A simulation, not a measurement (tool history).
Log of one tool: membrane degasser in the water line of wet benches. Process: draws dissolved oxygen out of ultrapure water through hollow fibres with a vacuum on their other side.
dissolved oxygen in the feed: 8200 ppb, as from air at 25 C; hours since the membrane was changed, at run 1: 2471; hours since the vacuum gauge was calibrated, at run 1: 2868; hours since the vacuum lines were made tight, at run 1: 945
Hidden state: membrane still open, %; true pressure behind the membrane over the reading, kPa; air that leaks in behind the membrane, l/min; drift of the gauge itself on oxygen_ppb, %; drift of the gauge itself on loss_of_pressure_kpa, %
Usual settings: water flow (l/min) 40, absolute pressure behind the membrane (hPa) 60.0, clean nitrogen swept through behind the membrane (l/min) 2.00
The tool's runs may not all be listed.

| run | day | water flow (l/min) | absolute pressure behind the membrane (hPa) | clean nitrogen swept through behind the membrane (l/min) | hours since the membrane was changed | hours since the vacuum gauge was calibrated | hours since the vacuum lines were made tight | dissolved oxygen in the water behind the degasser (ppb) | pressure that the water loses in the fibres (hPa) |
|---|---|---|---|---|---|---|---|---|---|
| 1 | 0.000 | 40 | 60.0 | 2.00 | 2471 | 2868 | 945 | 340.7 | 421.6 |
| 2 | 2.200 | 40 | 60.0 | 2.00 | 2523 | 2921 | 998 | 340.7 | 418.4 |
| 3 | 5.642 | 40 | 60.0 | 2.00 | 2606 | 3003 | 1081 | 337.8 | 416.7 |
| 4 | 9.117 | 40 | 60.0 | 1.47 | 2689 | 3087 | 1164 | 378.3 | 421.0 |
| 5 | 12.983 | 40 | 60.0 | 1.47 | 2782 | 3180 | 1257 | 380.9 | 418.6 |
| 6 | 16.021 | 40 | 60.0 | 1.47 | 2855 | 3253 | 1330 | 378.2 | 416.3 |
| 7 | 19.088 | 40 | 60.0 | 2.00 | 2929 | 3326 | 1403 | 340.5 | 415.4 |
| 8 | 22.783 | 40 | 139.4 | 2.00 | 3017 | 3415 | 1492 | 656.4 | 419.9 |
| 9 | 25.529 | 40 | 139.4 | 2.00 | 3083 | 3481 | 1558 | 651.6 | 415.8 |
|  | 26.421 | vacuum gauge calibrated |
| 10 | 29.217 | 40 | 60.0 | 2.00 | 3171 | 67 | 1646 | 342.3 | 416.0 |
| 11 | 31.433 | 40 | 58.0 | 2.00 | 3224 | 120 | 1699 | 329.1 | 418.1 |
| 12 | 34.842 | 40 | 58.0 | 2.00 | 3306 | 202 | 1781 | 338.0 | 418.4 |
| 13 | 37.233 | 40 | 58.0 | 2.00 | 3364 | 259 | 1838 | 336.3 | 415.0 |
| 14 | 40.575 | 30 | 58.0 | 2.00 | 3444 | 340 | 1919 | 184.4 | 311.1 |
| 15 | 42.658 | 40 | 60.0 | 2.00 | 3494 | 390 | 1969 | 340.4 | 417.0 |
| 16 | 46.088 | 40 | 60.0 | 2.00 | 3576 | 472 | 2051 | 345.9 | 415.1 |
| 17 | 48.346 | 32 | 106.2 | 2.06 | 3630 | 526 | 2105 | 367.4 | 331.6 |
| 18 | 51.075 | 35 | 66.1 | 2.00 | 3696 | 592 | 2171 | 284.3 | 363.4 |
| 19 | 54.675 | 62 | 65.4 | 1.99 | 3782 | 678 | 2257 | 781.4 | 637.6 |
| 20 | 57.000 | 40 | 72.7 | 4.79 | 3838 | 734 | 2313 | 300.7 | 415.8 |
| 21 | 59.354 | 40 | 72.7 | 4.79 | 3895 | 790 | 2369 | 299.1 | 412.4 |
| 22 | 63.546 | 45 | 39.3 | 0.90 | 3995 | 891 | 2470 | 368.1 | 466.7 |
| 23 | 65.612 | 45 | 39.3 | 0.90 | 4045 | 941 | 2519 | 372.3 | 466.6 |
| 24 | 69.054 | 43 | 39.3 | 3.08 | 4127 | 1023 | 2602 | 297.2 | 443.8 |
| 25 | 72.746 | 43 | 39.3 | 3.08 | 4216 | 1112 | 2691 | 293.1 | 441.7 |
| 26 | 74.933 | 34 | 44.5 | 1.82 | 4268 | 1164 | 2743 | 193.2 | 349.8 |
| 27 | 79.004 | 40 | 60.0 | 2.81 | 4366 | 1262 | 2841 | 307.3 | 411.9 |
| 28 | 81.133 | 30 | 37.5 | 2.81 | 4417 | 1313 | 2892 | 110.3 | 308.2 |
| 29 | 85.325 | 28 | 73.2 | 4.23 | 4518 | 1414 | 2993 | 142.9 | 284.9 |
| 30 | 88.929 | 40 | 49.5 | 2.00 | 4604 | 1500 | 3079 | 295.8 | 411.5 |
| 31 | 92.467 | 62 | 38.0 | 1.34 | 4689 | 1585 | 3164 | 646.2 | 637.6 |
| 32 | 94.762 | 45 | 50.7 | 1.94 | 4744 | 1640 | 3219 | 390.7 | 464.0 |

Forecast each of these 3 alternatives for the next run:
| A | 98.429 | 40 | 47.7 | 1.25 | 4832 | 1728 | 3307 | ? | ? |
| B | 98.429 | 53 | 138.8 | 1.94 | 4832 | 1728 | 3307 | ? | ? |
| C | 98.429 | 46 | 66.6 | 1.73 | 4832 | 1728 | 3307 | ? | ? |

| run | dissolved oxygen in the water behind the degasser (ppb) | pressure that the water loses in the fibres (hPa) |
|---|---|---|
| A | 326.9 | 408.3 |
| B | 949.8 | 546.9 |
| C | 502.7 | 469.6 |
Without the tool's hidden state the same runs would have given:
| run | dissolved oxygen in the water behind the degasser (ppb) | pressure that the water loses in the fibres (hPa) |
|---|---|---|
| A | 326.5 | 416.9 |
| B | 949.2 | 558.4 |
| C | 502.1 | 479.5 |
